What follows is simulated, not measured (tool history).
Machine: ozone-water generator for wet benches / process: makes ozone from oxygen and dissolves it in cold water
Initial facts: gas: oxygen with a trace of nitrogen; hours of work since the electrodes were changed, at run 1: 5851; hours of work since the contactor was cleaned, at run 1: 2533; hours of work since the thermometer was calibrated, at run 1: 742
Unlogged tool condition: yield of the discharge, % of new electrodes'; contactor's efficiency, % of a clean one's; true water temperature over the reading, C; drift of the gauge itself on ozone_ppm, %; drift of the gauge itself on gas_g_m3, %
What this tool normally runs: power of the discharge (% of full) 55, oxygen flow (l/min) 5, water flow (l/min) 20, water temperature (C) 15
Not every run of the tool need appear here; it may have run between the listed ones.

| run | day | power of the discharge (% of full) | oxygen flow (l/min) | water flow (l/min) | water temperature (C) | hours of work since the electrodes were changed | hours of work since the contactor was cleaned | hours of work since the thermometer was calibrated | dissolved ozone (ppm) | ozone in the gas ahead of the water (g/m3) |
|---|---|---|---|---|---|---|---|---|---|---|
| 1 | 0 | 55 | 5 | 20 | 15 | 5851 | 2533 | 742 | 18.2 | 146.1 |
| 2 | 5.467 | 55 | 5 | 20 | 9 | 5948 | 2630 | 839 | 19.8 | 146.7 |
| 3 | 13.596 | 55 | 5 | 20 | 15 | 6092 | 2774 | 983 | 18.2 | 146.3 |
| 4 | 21.462 | 55 | 5 | 20 | 15 | 6231 | 2913 | 1122 | 18.1 | 148.6 |
| 5 | 28.938 | 55 | 5 | 20 | 15 | 6364 | 3046 | 1255 | 18.3 | 147.1 |
|  | 34.517 | contactor cleaned |
| 6 | 35.9 | 55 | 5 | 20 | 15 | 6484 | 25 | 1375 | 18.1 | 146.3 |
| 7 | 44.067 | 55 | 5 | 20 | 22 | 6629 | 169 | 1520 | 16.5 | 145.6 |
| 8 | 53.592 | 55 | 5 | 20 | 22 | 6798 | 338 | 1688 | 16.6 | 147.2 |
| 9 | 62.004 | 55 | 5 | 20 | 22 | 6947 | 487 | 1837 | 16.6 | 146.7 |
| 10 | 66.888 | 55 | 5 | 20 | 22 | 7033 | 573 | 1924 | 16.6 | 147 |
| 11 | 76.633 | 55 | 5 | 20 | 22 | 7206 | 746 | 2097 | 16.5 | 146 |
| 12 | 86.046 | 55 | 5 | 20 | 22 | 7373 | 913 | 2263 | 16.7 | 147.2 |
| 13 | 91.671 | 55 | 8.01 | 31 | 18 | 7472 | 1013 | 2363 | 13.3 | 120.1 |
| 14 | 97.062 | 92 | 5 | 20 | 15 | 7568 | 1108 | 2458 | 27.9 | 220.2 |
| 15 | 103.188 | 51 | 5 | 20 | 20 | 7676 | 1217 | 2567 | 15.9 | 139.4 |

Here are 5 independent what-if runs from the current tool condition. What would each one return?
| A | 111.625 | 46 | 5 | 15 | 20 | 7826 | 1366 | 2717 | ? | ? |
| B | 111.625 | 64 | 5 | 20 | 12 | 7826 | 1366 | 2717 | ? | ? |
| C | 111.625 | 55 | 7.83 | 17 | 20 | 7826 | 1366 | 2717 | ? | ? |
| D | 111.625 | 56 | 6.37 | 20 | 20 | 7826 | 1366 | 2717 | ? | ? |
| E | 111.625 | 51 | 3.3 | 20 | 20 | 7826 | 1366 | 2717 | ? | ? |

| run | dissolved ozone (ppm) | ozone in the gas ahead of the water (g/m3) |
|---|---|---|
| A | 18.1 | 127.1 |
| B | 21.5 | 164.9 |
| C | 19.2 | 120.6 |
| D | 17.9 | 134.2 |
| E | 15 | 166.2 |
The same runs, with their run-to-run variation unchanged, on a tool lacking any hidden condition would have given:
| run | dissolved ozone (ppm) | ozone in the gas ahead of the water (g/m3) |
|---|---|---|
| A | 18.2 | 127.3 |
| B | 21.6 | 165.2 |
| C | 19.3 | 120.9 |
| D | 17.9 | 134.4 |
| E | 15 | 166.5 |
